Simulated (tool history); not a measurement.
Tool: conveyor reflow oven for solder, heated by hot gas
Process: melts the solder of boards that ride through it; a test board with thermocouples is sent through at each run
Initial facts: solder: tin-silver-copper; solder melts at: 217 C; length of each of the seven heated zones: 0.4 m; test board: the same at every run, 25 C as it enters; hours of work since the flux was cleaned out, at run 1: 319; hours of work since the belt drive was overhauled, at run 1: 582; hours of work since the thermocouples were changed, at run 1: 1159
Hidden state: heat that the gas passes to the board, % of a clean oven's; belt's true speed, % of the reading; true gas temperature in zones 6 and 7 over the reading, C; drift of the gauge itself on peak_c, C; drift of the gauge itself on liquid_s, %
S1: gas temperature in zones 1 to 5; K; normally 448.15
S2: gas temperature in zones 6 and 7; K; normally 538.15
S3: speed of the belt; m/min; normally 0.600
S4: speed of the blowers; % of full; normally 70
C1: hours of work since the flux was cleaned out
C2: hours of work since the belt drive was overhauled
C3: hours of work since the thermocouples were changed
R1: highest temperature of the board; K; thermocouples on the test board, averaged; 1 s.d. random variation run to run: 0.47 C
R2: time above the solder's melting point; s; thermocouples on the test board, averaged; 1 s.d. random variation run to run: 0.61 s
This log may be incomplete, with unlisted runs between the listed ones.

{"run": 1, "hour": 0.0, "S1": 448.15, "S2": 538.15, "S3": 0.6, "S4": 70, "C1": 319, "C2": 582, "C3": 1159, "R1": 519.55, "R2": 55.7}
{"run": 2, "hour": 69.0, "S1": 448.15, "S2": 538.15, "S3": 0.6, "S4": 70, "C1": 370, "C2": 633, "C3": 1210, "R1": 518.65, "R2": 55.7}
{"run": 3, "hour": 109.7, "S1": 448.15, "S2": 538.15, "S3": 0.6, "S4": 70, "C1": 400, "C2": 663, "C3": 1240, "R1": 518.45, "R2": 55.0}
{"hour": 138.3, "done": "thermocouples of zones 6 and 7 changed"}
{"run": 4, "hour": 177.4, "S1": 448.15, "S2": 538.15, "S3": 0.6, "S4": 70, "C1": 449, "C2": 712, "C3": 29, "R1": 521.25, "R2": 57.5}
{"hour": 238.8, "done": "flux residue cleaned out of gas plates and filters"}
{"run": 5, "hour": 254.4, "S1": 448.15, "S2": 538.15, "S3": 0.6, "S4": 70, "C1": 12, "C2": 765, "C3": 82, "R1": 522.55, "R2": 57.7}
{"run": 6, "hour": 330.5, "S1": 448.15, "S2": 538.15, "S3": 0.603, "S4": 70, "C1": 68, "C2": 822, "C3": 139, "R1": 521.65, "R2": 57.2}
{"hour": 385.2, "done": "belt drive overhauled, speed set with a stopwatch"}
{"run": 7, "hour": 420.0, "S1": 448.15, "S2": 538.15, "S3": 0.506, "S4": 70, "C1": 131, "C2": 26, "C3": 202, "R1": 527.05, "R2": 74.1}
{"run": 8, "hour": 492.6, "S1": 448.15, "S2": 532.15, "S3": 0.6, "S4": 70, "C1": 185, "C2": 80, "C3": 256, "R1": 516.05, "R2": 51.5}
{"run": 9, "hour": 544.1, "S1": 448.15, "S2": 532.15, "S3": 0.6, "S4": 70, "C1": 223, "C2": 118, "C3": 294, "R1": 516.25, "R2": 52.3}
{"run": 10, "hour": 595.3, "S1": 448.15, "S2": 538.15, "S3": 0.648, "S4": 70, "C1": 261, "C2": 156, "C3": 332, "R1": 519.35, "R2": 50.3}
{"run": 11, "hour": 636.7, "S1": 448.15, "S2": 538.15, "S3": 0.6, "S4": 89, "C1": 292, "C2": 187, "C3": 363, "R1": 523.65, "R2": 59.2}
{"run": 12, "hour": 699.1, "S1": 448.15, "S2": 538.15, "S3": 0.6, "S4": 89, "C1": 338, "C2": 233, "C3": 409, "R1": 523.25, "R2": 59.2}
{"run": 13, "hour": 782.0, "S1": 448.15, "S2": 528.15, "S3": 0.6, "S4": 68, "C1": 400, "C2": 294, "C3": 471, "R1": 512.25, "R2": 46.9}
{"run": 14, "hour": 860.6, "S1": 453.15, "S2": 545.15, "S3": 0.593, "S4": 66, "C1": 458, "C2": 353, "C3": 529, "R1": 525.85, "R2": 63.3}
{"hour": 909.2, "done": "flux residue cleaned out of gas plates and filters"}
{"run": 15, "hour": 913.8, "S1": 449.15, "S2": 538.15, "S3": 0.608, "S4": 67, "C1": 3, "C2": 388, "C3": 565, "R1": 521.45, "R2": 55.2}
{"run": 16, "hour": 990.4, "S1": 447.15, "S2": 529.15, "S3": 0.661, "S4": 51, "C1": 60, "C2": 445, "C3": 622, "R1": 505.95, "R2": 33.8}
{"run": 17, "hour": 1039.6, "S1": 441.15, "S2": 534.15, "S3": 0.6, "S4": 70, "C1": 97, "C2": 482, "C3": 658, "R1": 516.15, "R2": 51.5}
{"run": 18, "hour": 1103.4, "S1": 441.15, "S2": 534.15, "S3": 0.699, "S4": 57, "C1": 144, "C2": 529, "C3": 705, "R1": 508.05, "R2": 32.3}
{"run": 19, "hour": 1140.8, "S1": 458.15, "S2": 526.15, "S3": 0.666, "S4": 87, "C1": 172, "C2": 557, "C3": 733, "R1": 512.25, "R2": 48.3}
{"run": 20, "hour": 1225.4, "S1": 452.15, "S2": 538.15, "S3": 0.481, "S4": 70, "C1": 235, "C2": 619, "C3": 796, "R1": 526.15, "R2": 80.7}
{"run": 21, "hour": 1308.2, "S1": 447.15, "S2": 529.15, "S3": 0.517, "S4": 78, "C1": 296, "C2": 681, "C3": 857, "R1": 516.15, "R2": 64.4}
{"run": 22, "hour": 1387.1, "S1": 435.15, "S2": 538.15, "S3": 0.6, "S4": 70, "C1": 354, "C2": 739, "C3": 916, "R1": 517.45, "R2": 49.6}
{"run": 23, "hour": 1472.3, "S1": 435.15, "S2": 538.15, "S3": 0.6, "S4": 70, "C1": 418, "C2": 802, "C3": 979, "R1": 517.45, "R2": 49.0}

3 ways to go on from here, each from the tool as it stands after run 23. What would each give?
{"run": "A", "hour": 1543.9, "S1": 448.15, "S2": 538.15, "S3": 0.708, "S4": 70, "C1": 471, "C2": 856, "C3": 1032, "R1": "?", "R2": "?"}
{"run": "B", "hour": 1543.9, "S1": 448.15, "S2": 538.15, "S3": 0.5, "S4": 70, "C1": 471, "C2": 856, "C3": 1032, "R1": "?", "R2": "?"}
{"run": "C", "hour": 1543.9, "S1": 441.15, "S2": 538.15, "S3": 0.6, "S4": 70, "C1": 471, "C2": 856, "C3": 1032, "R1": "?", "R2": "?"}

run=A R1=514.35 R2=41.0
run=B R1=524.35 R2=73.0
run=C R1=517.25 R2=51.1
Had the tool no hidden state, the same runs would have come out as:
run=A R1=518.45 R2=44.7
run=B R1=528.25 R2=75.6
run=C R1=521.35 R2=54.6
